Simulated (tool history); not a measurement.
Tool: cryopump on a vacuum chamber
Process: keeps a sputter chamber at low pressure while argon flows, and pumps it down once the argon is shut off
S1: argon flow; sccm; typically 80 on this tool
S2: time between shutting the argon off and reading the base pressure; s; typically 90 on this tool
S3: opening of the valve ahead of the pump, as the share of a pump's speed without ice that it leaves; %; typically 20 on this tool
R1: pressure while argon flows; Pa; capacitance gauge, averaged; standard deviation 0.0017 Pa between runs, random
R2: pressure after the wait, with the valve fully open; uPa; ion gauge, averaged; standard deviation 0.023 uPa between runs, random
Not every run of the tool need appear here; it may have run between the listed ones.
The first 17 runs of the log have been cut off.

| run | day | S1 | S2 | S3 | R1 | R2 |
|---|---|---|---|---|---|---|
| 18 | 59.750 | 120 | 57 | 18 | 0.8252 | 3.81 |
| 19 | 64.054 | 120 | 20 | 18 | 0.8231 | 5.39 |
| 20 | 67.033 | 144 | 38 | 50 | 0.3666 | 4.19 |
| 21 | 70.300 | 144 | 38 | 50 | 0.3717 | 4.40 |
| 22 | 74.400 | 144 | 38 | 50 | 0.3702 | 4.45 |
| 23 | 77.379 | 144 | 38 | 50 | 0.3749 | 4.54 |
| 24 | 80.854 | 144 | 271 | 50 | 0.3776 | 3.44 |
| 25 | 83.612 | 141 | 21 | 33 | 0.5509 | 5.62 |
| 26 | 87.650 | 141 | 21 | 33 | 0.5503 | 5.64 |
| 27 | 90.083 | 130 | 90 | 17 | 0.9611 | 4.14 |
| 28 | 93.033 | 130 | 90 | 17 | 0.9604 | 4.25 |
|  | 97.338 | pump warmed up, emptied and cooled again |
| 29 | 97.462 | 130 | 90 | 17 | 0.9341 | 3.77 |
| 30 | 101.038 | 130 | 90 | 17 | 0.9402 | 3.77 |
|  | 101.750 | leaking fittings of the chamber tightened, without venting |
| 31 | 105.312 | 89 | 120 | 33 | 0.3334 | 0.70 |
| 32 | 107.729 | 80 | 269 | 17 | 0.5800 | 0.53 |
| 33 | 112.508 | 80 | 41 | 31 | 0.3242 | 1.58 |

Branching from run 33: 5 alternative next runs. What would each branch give?
| A | 115.817 | 104 | 21 | 20 | ? | ? |
| B | 115.817 | 87 | 90 | 41 | ? | ? |
| C | 115.817 | 80 | 67 | 41 | ? | ? |
| D | 115.817 | 80 | 206 | 31 | ? | ? |
| E | 115.817 | 80 | 130 | 20 | ? | ? |

| run | R1 | R2 |
|---|---|---|
| A | 0.6461 | 2.66 |
| B | 0.2696 | 1.00 |
| C | 0.2452 | 1.18 |
| D | 0.3240 | 0.66 |
| E | 0.4993 | 0.84 |
What these runs would have given with no unlogged condition in the tool:
| run | R1 | R2 |
|---|---|---|
| A | 0.6343 | 2.43 |
| B | 0.2597 | 0.77 |
| C | 0.2362 | 0.95 |
| D | 0.3149 | 0.43 |
| E | 0.4902 | 0.61 |
